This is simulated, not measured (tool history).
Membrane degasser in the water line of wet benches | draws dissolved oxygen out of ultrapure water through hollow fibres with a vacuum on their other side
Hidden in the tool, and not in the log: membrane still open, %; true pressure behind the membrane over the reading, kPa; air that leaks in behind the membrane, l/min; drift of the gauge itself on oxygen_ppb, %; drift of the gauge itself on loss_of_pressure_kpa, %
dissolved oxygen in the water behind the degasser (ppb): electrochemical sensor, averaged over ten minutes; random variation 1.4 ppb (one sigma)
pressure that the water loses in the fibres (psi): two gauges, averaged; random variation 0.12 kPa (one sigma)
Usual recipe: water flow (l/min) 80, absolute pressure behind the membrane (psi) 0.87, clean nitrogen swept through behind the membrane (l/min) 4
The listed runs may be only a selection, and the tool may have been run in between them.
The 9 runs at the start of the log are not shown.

run    hour  water flow (l/min)  absolute pressure behind the membrane (psi)  clean nitrogen swept through behind the membrane (l/min)  hours since the membrane was changed  hours since the vacuum gauge was calibrated  hours since the vacuum lines were made tight  dissolved oxygen in the water behind the degasser (ppb)  pressure that the water loses in the fibres (psi)
 10  1118.8                  80                                         0.87                                                      5.88                                  6037                                         2709                                          3680                                                    133.3                                              4.192
 11  1288.2                  80                                         0.87                                                      5.88                                  6207                                         2878                                          3849                                                    131.5                                              4.186
 12  1437.6                  80                                        1.426                                                      5.88                                  6356                                         3028                                          3999                                                    251.2                                               4.15
     1456.3  -- vacuum gauge calibrated
 13  1592.3                  80                                        1.426                                                      5.88                                  6510                                          136                                          4153                                                    238.8                                              4.202
 14  1706.2                  80                                         0.75                                                         4                                  6624                                          250                                          4267                                                    125.6                                              4.176
 15  1838.1                  80                                         0.75                                                         4                                  6756                                          382                                          4399                                                    124.5                                              4.232
 16  1940.2                  80                                         0.75                                                         4                                  6858                                          484                                          4501                                                    126.4                                              4.208
 17  2143.6                  80                                         0.75                                                      9.58                                  7062                                          687                                          4704                                                     78.2                                              4.206
     2220.8  -- seals of the vacuum lines changed
 18  2322.7                  80                                         1.44                                                     11.52                                  7239                                          864                                           102                                                    148.5                                              4.219
 19  2444.5                  49                                         0.87                                                       6.2                                  7360                                          986                                           224                                                     55.9                                              2.579
 20  2600.1                  92                                        1.698                                                     11.11                                  7516                                         1142                                           379                                                    239.1                                              4.849
 21  2709.8                  92                                        1.785                                                      3.16                                  7626                                         1251                                           489                                                    599.6                                              4.878
 22  2838.5                  98                                        1.213                                                      2.81                                  7754                                         1380                                           618                                                    450.1                                              5.195
 23  3010.5                  99                                        0.599                                                     11.06                                  7926                                         1552                                           790                                                    116.5                                              5.266
 24  3108.2                 103                                        1.549                                                     11.06                                  8024                                         1650                                           887                                                    269.1                                              5.461
 25  3203.5                  68                                        1.935                                                      6.14                                  8119                                         1745                                           983                                                    278.4                                              3.606
 26  3327.8                  88                                         2.16                                                      2.49                                  8244                                         1870                                          1107                                                    839.8                                              4.691
 27  3467.6                  88                                         2.16                                                      2.49                                  8384                                         2009                                          1247                                                    850.4                                              4.683
 28  3640.7                  70                                        0.804                                                      9.98                                  8557                                         2182                                          1420                                                     64.8                                              3.727
 29    3727                  70                                        0.804                                                      9.98                                  8643                                         2269                                          1506                                                     64.2                                              3.732
 30    3850                  70                                        0.804                                                      9.98                                  8766                                         2392                                          1629                                                     65.8                                              3.756
 31  4024.6                  70                                        0.804                                                      9.98                                  8941                                         2566                                          1804                                                       66                                              3.722
 32  4204.5                  48                                         0.87                                                         4                                  9120                                         2746                                          1984                                                     85.4                                              2.569

Below are 3 alternative next runs, each starting from the tool's condition after run 32. Predict each:
  A  4348.7                  79                                         0.87                                                       5.1                                  9265                                         2890                                          2128                                                        ?                                                  ?
  B  4348.7                 108                                        0.693                                                         4                                  9265                                         2890                                          2128                                                        ?                                                  ?
  C  4348.7                  48                                         0.87                                                      2.63                                  9265                                         2890                                          2128                                                        ?                                                  ?

run  dissolved oxygen in the water behind the degasser (ppb)  pressure that the water loses in the fibres (psi)
  A                                                    144.6                                              4.218
  B                                                    232.5                                              5.804
  C                                                    123.8                                               2.55
Stripped of hidden state, with their random variation kept, the same runs would have yielded:
run  dissolved oxygen in the water behind the degasser (ppb)  pressure that the water loses in the fibres (psi)
  A                                                      125                                              3.926
  B                                                    187.6                                              5.407
  C                                                    114.7                                              2.373
